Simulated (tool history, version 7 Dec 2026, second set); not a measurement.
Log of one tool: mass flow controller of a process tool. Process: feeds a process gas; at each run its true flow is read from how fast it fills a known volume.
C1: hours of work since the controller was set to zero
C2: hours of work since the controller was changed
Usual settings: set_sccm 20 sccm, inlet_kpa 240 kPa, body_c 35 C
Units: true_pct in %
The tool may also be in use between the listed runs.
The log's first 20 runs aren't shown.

{"run": 21, "hour": 5171.5, "set_sccm": 23, "inlet_kpa": 240, "body_c": 35, "C1": 3644, "C2": 3644, "true_pct": 100.04}
{"run": 22, "hour": 5379.2, "set_sccm": 23, "inlet_kpa": 240, "body_c": 35, "C1": 3706, "C2": 3706, "true_pct": 100.11}
{"run": 23, "hour": 5736.7, "set_sccm": 23, "inlet_kpa": 240, "body_c": 35, "C1": 3814, "C2": 3814, "true_pct": 100.28}
{"run": 24, "hour": 6096.4, "set_sccm": 8, "inlet_kpa": 165, "body_c": 35, "C1": 3922, "C2": 3922, "true_pct": 103.14}
{"run": 25, "hour": 6423.4, "set_sccm": 5, "inlet_kpa": 217, "body_c": 35, "C1": 4020, "C2": 4020, "true_pct": 107.06}
{"run": 26, "hour": 6589.8, "set_sccm": 5, "inlet_kpa": 217, "body_c": 26, "C1": 4070, "C2": 4070, "true_pct": 108.17}
{"run": 27, "hour": 6958.0, "set_sccm": 20, "inlet_kpa": 240, "body_c": 34, "C1": 4181, "C2": 4181, "true_pct": 100.81}
{"run": 28, "hour": 7293.0, "set_sccm": 20, "inlet_kpa": 240, "body_c": 34, "C1": 4281, "C2": 4281, "true_pct": 100.76}
{"run": 29, "hour": 7462.2, "set_sccm": 20, "inlet_kpa": 240, "body_c": 21, "C1": 4332, "C2": 4332, "true_pct": 102.23}
{"run": 30, "hour": 7775.3, "set_sccm": 20, "inlet_kpa": 218, "body_c": 22, "C1": 4426, "C2": 4426, "true_pct": 102.13}
{"run": 31, "hour": 8124.5, "set_sccm": 20, "inlet_kpa": 218, "body_c": 22, "C1": 4531, "C2": 4531, "true_pct": 102.13}
{"run": 32, "hour": 8411.4, "set_sccm": 39, "inlet_kpa": 180, "body_c": 25, "C1": 4617, "C2": 4617, "true_pct": 101.3}
{"run": 33, "hour": 8570.8, "set_sccm": 32, "inlet_kpa": 164, "body_c": 22, "C1": 4665, "C2": 4665, "true_pct": 101.65}
{"run": 34, "hour": 8797.9, "set_sccm": 18, "inlet_kpa": 240, "body_c": 35, "C1": 4733, "C2": 4733, "true_pct": 101.35}
{"run": 35, "hour": 9020.6, "set_sccm": 18, "inlet_kpa": 240, "body_c": 35, "C1": 4800, "C2": 4800, "true_pct": 101.32}
{"run": 36, "hour": 9388.4, "set_sccm": 20, "inlet_kpa": 153, "body_c": 35, "C1": 4911, "C2": 4911, "true_pct": 100.96}
{"run": 37, "hour": 9697.2, "set_sccm": 20, "inlet_kpa": 230, "body_c": 25, "C1": 5004, "C2": 5004, "true_pct": 102.11}
{"run": 38, "hour": 9915.4, "set_sccm": 20, "inlet_kpa": 230, "body_c": 30, "C1": 5069, "C2": 5069, "true_pct": 101.86}
{"run": 39, "hour": 10248.8, "set_sccm": 20, "inlet_kpa": 210, "body_c": 32, "C1": 5169, "C2": 5169, "true_pct": 101.6}
{"run": 40, "hour": 10472.0, "set_sccm": 7, "inlet_kpa": 210, "body_c": 32, "C1": 5236, "C2": 5236, "true_pct": 106.95}
{"run": 41, "hour": 10806.1, "set_sccm": 27, "inlet_kpa": 240, "body_c": 30, "C1": 5337, "C2": 5337, "true_pct": 101.45}
{"run": 42, "hour": 11048.0, "set_sccm": 27, "inlet_kpa": 240, "body_c": 23, "C1": 5409, "C2": 5409, "true_pct": 102.27}
{"run": 43, "hour": 11310.5, "set_sccm": 27, "inlet_kpa": 240, "body_c": 23, "C1": 5488, "C2": 5488, "true_pct": 102.35}
{"run": 44, "hour": 11515.5, "set_sccm": 9, "inlet_kpa": 193, "body_c": 24, "C1": 5550, "C2": 5550, "true_pct": 106.31}
{"hour": 11720.8, "done": "controller's zero set anew"}
{"run": 45, "hour": 11822.6, "set_sccm": 9, "inlet_kpa": 193, "body_c": 24, "C1": 31, "C2": 5642, "true_pct": 98.86}

Forecast each of these 3 alternatives for the next run:
{"run": "A", "hour": 12013.5, "set_sccm": 45, "inlet_kpa": 190, "body_c": 34, "C1": 88, "C2": 5699, "true_pct": "?"}
{"run": "B", "hour": 12013.5, "set_sccm": 20, "inlet_kpa": 152, "body_c": 35, "C1": 88, "C2": 5699, "true_pct": "?"}
{"run": "C", "hour": 12013.5, "set_sccm": 6, "inlet_kpa": 158, "body_c": 24, "C1": 88, "C2": 5699, "true_pct": "?"}

run=A true_pct=99.29
run=B true_pct=98.19
run=C true_pct=98.91
Without the tool's hidden state the same runs would have given:
run=A true_pct=98.73
run=B true_pct=97.59
run=C true_pct=98.18
